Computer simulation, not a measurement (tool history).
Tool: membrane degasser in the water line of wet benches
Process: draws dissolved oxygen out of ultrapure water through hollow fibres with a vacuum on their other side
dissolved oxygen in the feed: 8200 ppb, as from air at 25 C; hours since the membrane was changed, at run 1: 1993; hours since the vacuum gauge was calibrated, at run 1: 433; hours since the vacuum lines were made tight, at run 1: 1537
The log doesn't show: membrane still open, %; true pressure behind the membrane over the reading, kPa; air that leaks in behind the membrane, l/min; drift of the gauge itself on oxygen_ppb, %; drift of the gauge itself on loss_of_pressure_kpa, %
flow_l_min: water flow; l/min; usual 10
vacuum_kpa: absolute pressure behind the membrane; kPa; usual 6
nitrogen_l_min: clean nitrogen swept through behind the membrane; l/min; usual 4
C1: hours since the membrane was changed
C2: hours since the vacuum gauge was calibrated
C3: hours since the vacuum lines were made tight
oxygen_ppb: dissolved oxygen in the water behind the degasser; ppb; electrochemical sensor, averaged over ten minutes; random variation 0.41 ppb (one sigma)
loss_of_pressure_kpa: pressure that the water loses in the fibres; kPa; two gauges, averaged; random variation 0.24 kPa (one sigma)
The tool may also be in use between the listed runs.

{"run": 1, "hour": 0.0, "flow_l_min": 10, "vacuum_kpa": 6, "nitrogen_l_min": 4, "C1": 1993, "C2": 433, "C3": 1537, "oxygen_ppb": 29.4, "loss_of_pressure_kpa": 62.45}
{"run": 2, "hour": 94.1, "flow_l_min": 10, "vacuum_kpa": 6, "nitrogen_l_min": 4, "C1": 2087, "C2": 527, "C3": 1631, "oxygen_ppb": 29.4, "loss_of_pressure_kpa": 62.29}
{"run": 3, "hour": 231.1, "flow_l_min": 10, "vacuum_kpa": 6, "nitrogen_l_min": 4, "C1": 2224, "C2": 664, "C3": 1768, "oxygen_ppb": 30.4, "loss_of_pressure_kpa": 62.17}
{"run": 4, "hour": 378.8, "flow_l_min": 10, "vacuum_kpa": 6, "nitrogen_l_min": 4, "C1": 2372, "C2": 812, "C3": 1915, "oxygen_ppb": 29.8, "loss_of_pressure_kpa": 62.52}
{"run": 5, "hour": 471.4, "flow_l_min": 10, "vacuum_kpa": 6, "nitrogen_l_min": 4, "C1": 2465, "C2": 904, "C3": 2008, "oxygen_ppb": 30.6, "loss_of_pressure_kpa": 62.31}
{"run": 6, "hour": 597.1, "flow_l_min": 10, "vacuum_kpa": 6, "nitrogen_l_min": 4, "C1": 2590, "C2": 1030, "C3": 2134, "oxygen_ppb": 30.3, "loss_of_pressure_kpa": 62.71}
{"run": 7, "hour": 697.7, "flow_l_min": 12, "vacuum_kpa": 6.91, "nitrogen_l_min": 4, "C1": 2691, "C2": 1130, "C3": 2234, "oxygen_ppb": 52.1, "loss_of_pressure_kpa": 75.53}
{"run": 8, "hour": 815.2, "flow_l_min": 12, "vacuum_kpa": 5.84, "nitrogen_l_min": 3.99, "C1": 2808, "C2": 1248, "C3": 2352, "oxygen_ppb": 44.2, "loss_of_pressure_kpa": 75.88}

Run 9 comes next. What will it give?
{"run": 9, "hour": 964.8, "flow_l_min": 9, "vacuum_kpa": 11.72, "nitrogen_l_min": 2.31, "C1": 2958, "C2": 1397, "C3": 2501, "oxygen_ppb": "?", "loss_of_pressure_kpa": "?"}

{"run 9": {"oxygen_ppb": 91.2, "loss_of_pressure_kpa": 56.51}}
Without the tool's hidden state the same run would have given oxygen_ppb 88 ppb, loss_of_pressure_kpa 55.2 kPa.
